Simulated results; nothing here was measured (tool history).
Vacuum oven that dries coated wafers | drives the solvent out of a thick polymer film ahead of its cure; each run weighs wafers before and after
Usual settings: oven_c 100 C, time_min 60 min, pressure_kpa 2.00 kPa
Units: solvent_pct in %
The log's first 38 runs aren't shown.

run    hour  oven_c  time_min  pressure_kpa  solvent_pct
 39  1224.6     103        95          4.22         2.02
 40  1248.9      99       106          2.00         1.36
 41  1278.1      99       106          2.00         1.36
 42  1314.8      90        57          2.00         5.27
 43  1349.5      90        57          2.00         5.26
 44  1379.4      86        50          2.33         7.48
 45  1403.1     100        82          4.53         2.74
 46  1426.5      94        44          4.53         6.42

Forecast each of these 3 alternatives for the next run:
  A  1470.2      91       100          4.84            ?
  B  1470.2      94        33          2.00            ?
  C  1470.2     104        60          5.23            ?

run  solvent_pct
  A         4.35
  B         6.84
  C         2.90
Without the tool's hidden state the same runs would have given:
run  solvent_pct
  A         4.38
  B         7.02
  C         2.94
